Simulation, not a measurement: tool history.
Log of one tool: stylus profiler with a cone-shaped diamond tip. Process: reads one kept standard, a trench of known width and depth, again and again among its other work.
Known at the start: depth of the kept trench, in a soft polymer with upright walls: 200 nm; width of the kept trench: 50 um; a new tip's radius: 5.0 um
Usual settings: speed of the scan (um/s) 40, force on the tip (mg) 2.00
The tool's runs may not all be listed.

| run | hour | speed of the scan (um/s) | force on the tip (mg) | depth of the trench (nm) | width of the trench's floor (µm) |
|---|---|---|---|---|---|
| 1 | 0.0 | 40 | 2.00 | 202.16 | 46.65 |
| 2 | 13.3 | 40 | 2.00 | 202.21 | 46.63 |
| 3 | 38.9 | 40 | 2.00 | 202.25 | 46.64 |
| 4 | 70.0 | 40 | 2.00 | 202.38 | 46.58 |
| 5 | 86.9 | 40 | 2.00 | 202.07 | 46.60 |
| 6 | 118.9 | 40 | 2.00 | 202.04 | 46.66 |
| 7 | 141.6 | 40 | 2.00 | 202.17 | 46.61 |
| 8 | 161.9 | 40 | 2.00 | 202.40 | 46.55 |
| 9 | 189.4 | 40 | 2.00 | 202.29 | 46.56 |
| 10 | 204.2 | 75 | 4.67 | 203.83 | 46.48 |
| 11 | 235.7 | 117 | 0.89 | 201.48 | 45.69 |
| 12 | 267.7 | 19 | 2.25 | 202.68 | 46.70 |
| 13 | 298.8 | 19 | 2.25 | 202.55 | 46.71 |
| 14 | 319.0 | 19 | 2.25 | 202.64 | 46.63 |
| 15 | 350.6 | 19 | 2.25 | 202.50 | 46.63 |

The same runs without the tool's hidden state, with the same run-to-run variation:
The hidden state here: radius of the tip, um; height scale over the true one, %; drift of the gauge itself on depth_nm, %; drift of the gauge itself on floor_um, %.
| run | depth of the trench (nm) | width of the trench's floor (µm) |
|---|---|---|
| 1 | 201.88 | 46.97 |
| 2 | 201.92 | 46.95 |
| 3 | 201.95 | 46.97 |
| 4 | 202.08 | 46.92 |
| 5 | 201.77 | 46.95 |
| 6 | 201.73 | 47.01 |
| 7 | 201.85 | 46.97 |
| 8 | 202.08 | 46.91 |
| 9 | 201.96 | 46.93 |
| 10 | 203.49 | 46.85 |
| 11 | 201.14 | 46.08 |
| 12 | 202.33 | 47.09 |
| 13 | 202.19 | 47.11 |
| 14 | 202.28 | 47.03 |
| 15 | 202.13 | 47.05 |
